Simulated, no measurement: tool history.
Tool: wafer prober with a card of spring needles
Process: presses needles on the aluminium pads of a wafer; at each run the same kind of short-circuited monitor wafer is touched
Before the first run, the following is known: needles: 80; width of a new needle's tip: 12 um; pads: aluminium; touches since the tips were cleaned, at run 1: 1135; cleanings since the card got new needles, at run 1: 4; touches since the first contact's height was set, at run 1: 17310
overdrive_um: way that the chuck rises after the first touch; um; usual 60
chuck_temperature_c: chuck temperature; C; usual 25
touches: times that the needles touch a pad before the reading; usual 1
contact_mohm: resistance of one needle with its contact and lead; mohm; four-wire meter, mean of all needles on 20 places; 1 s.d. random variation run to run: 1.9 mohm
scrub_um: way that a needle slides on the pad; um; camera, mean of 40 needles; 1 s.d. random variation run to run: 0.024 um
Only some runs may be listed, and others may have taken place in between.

run	hour	overdrive_um	chuck_temperature_c	touches	touches since the tips were cleaned	cleanings since the card got new needles	touches since the first contact's height was set	contact_mohm	scrub_um
1	0.0	60	25	1	1135	4	17310	248	7.15
# hour 6.8: tips cleaned on abrasive film
2	8.4	60	25	1	644	5	20637	338	7.23
# hour 16.7: tips cleaned on abrasive film
3	16.9	60	25	1	65	6	23963	218	7.18
# hour 26.4: tips cleaned on abrasive film
4	27.1	60	25	1	296	7	28022	219	7.14
# hour 36.2: tips cleaned on abrasive film
5	37.0	60	25	1	316	8	31946	224	7.20
6	43.1	60	25	1	2743	8	34373	298	7.11
# hour 46.1: tips cleaned on abrasive film
7	50.9	60	25	1	1929	9	37438	270	7.11
8	55.4	60	49	1	3719	9	39228	302	7.16
# hour 56.4: tips cleaned on abrasive film
9	61.3	60	49	1	1941	10	41539	276	7.13
# hour 63.1: tips cleaned on abrasive film, once more
10	71.9	60	57	1	3514	11	45750	307	7.05
# hour 72.6: tips cleaned on abrasive film
11	77.8	60	57	1	2100	12	48078	283	7.09
# hour 82.2: tips cleaned on abrasive film
12	84.4	74	57	1	891	13	50672	241	8.78
13	89.8	53	25	1	3033	13	52814	328	6.28
# hour 91.8: tips cleaned on abrasive film
14	100.3	66	48	1	3403	14	56970	291	7.81
# hour 101.2: tips cleaned on abrasive film
15	106.7	60	88	2	2205	15	59497	261	7.03
# hour 110.7: tips cleaned on abrasive film
16	114.8	60	88	2	1620	16	62672	254	7.05
# hour 120.4: tips cleaned on abrasive film
17	121.2	47	28	1	299	17	65186	254	5.43
# hour 129.8: tips cleaned on abrasive film
18	131.7	60	29	1	752	18	69367	253	6.99

Alternative continuations, all from the tool just after run 18; predict every row:
A	137.2	59	82	3	2943	18	71558	?	?
B	137.2	60	60	1	2943	18	71558	?	?
C	137.2	53	38	2	2943	18	71558	?	?
D	137.2	60	25	2	2943	18	71558	?	?

run	contact_mohm	scrub_um
A	254	6.86
B	310	6.97
C	287	6.16
D	262	7.03
Had the tool no hidden state, the same runs would have come out as:
run	contact_mohm	scrub_um
A	217	7.12
B	210	7.22
C	208	6.41
D	199	7.29
